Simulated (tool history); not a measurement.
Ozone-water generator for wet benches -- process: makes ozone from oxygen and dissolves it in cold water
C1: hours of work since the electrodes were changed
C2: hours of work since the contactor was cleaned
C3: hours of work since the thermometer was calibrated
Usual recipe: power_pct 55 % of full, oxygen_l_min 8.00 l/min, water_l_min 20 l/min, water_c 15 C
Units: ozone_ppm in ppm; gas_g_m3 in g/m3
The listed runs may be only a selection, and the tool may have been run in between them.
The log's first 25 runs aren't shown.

run 26 hour=737.5 | power_pct=52 oxygen_l_min=8.00 water_l_min=13 water_c=12 | C1=852 C2=2342 C3=3948 | ozone_ppm=22.2 gas_g_m3=129.6
run 27 hour=772.7 | power_pct=55 oxygen_l_min=10.28 water_l_min=26 water_c=15 | C1=884 C2=2374 C3=3980 | ozone_ppm=13.6 gas_g_m3=121.7
run 28 hour=797.6 | power_pct=61 oxygen_l_min=8.00 water_l_min=20 water_c=15 | C1=906 C2=2396 C3=4003 | ozone_ppm=17.6 gas_g_m3=144.9
run 29 hour=830.1 | power_pct=61 oxygen_l_min=8.00 water_l_min=16 water_c=20 | C1=936 C2=2426 C3=4032 | ozone_ppm=18.7 gas_g_m3=145.7
run 30 hour=853.1 | power_pct=79 oxygen_l_min=8.00 water_l_min=20 water_c=15 | C1=956 C2=2446 C3=4053 | ozone_ppm=21.5 gas_g_m3=179.4
run 31 hour=887.0 | power_pct=55 oxygen_l_min=5.45 water_l_min=23 water_c=21 | C1=987 C2=2477 C3=4083 | ozone_ppm=12.8 gas_g_m3=152.9
run 32 hour=927.1 | power_pct=53 oxygen_l_min=6.03 water_l_min=12 water_c=7 | C1=1023 C2=2513 C3=4120 | ozone_ppm=25.2 gas_g_m3=144.3
run 33 hour=958.4 | power_pct=53 oxygen_l_min=6.03 water_l_min=12 water_c=7 | C1=1052 C2=2542 C3=4148 | ozone_ppm=25.3 gas_g_m3=144.7
run 34 hour=991.2 | power_pct=55 oxygen_l_min=8.84 water_l_min=16 water_c=19 | C1=1081 C2=2571 C3=4178 | ozone_ppm=17.7 gas_g_m3=129.1

Branching from run 34: 3 alternative next runs. What would each branch give?
run A hour=1009.5 | power_pct=70 oxygen_l_min=7.12 water_l_min=20 water_c=7 | C1=1098 C2=2588 C3=4194 | ozone_ppm=? gas_g_m3=?
run B hour=1009.5 | power_pct=70 oxygen_l_min=5.16 water_l_min=16 water_c=11 | C1=1098 C2=2588 C3=4194 | ozone_ppm=? gas_g_m3=?
run C hour=1009.5 | power_pct=98 oxygen_l_min=12.90 water_l_min=28 water_c=15 | C1=1098 C2=2588 C3=4194 | ozone_ppm=? gas_g_m3=?

run=A ozone_ppm=21.7 gas_g_m3=169.1
run=B ozone_ppm=23.3 gas_g_m3=187.8
run=C ozone_ppm=20.7 gas_g_m3=176.4
Stripped of hidden state, with their random variation kept, the same runs would have yielded:
run=A ozone_ppm=23.1 gas_g_m3=175.0
run=B ozone_ppm=24.8 gas_g_m3=194.4
run=C ozone_ppm=22.3 gas_g_m3=184.3
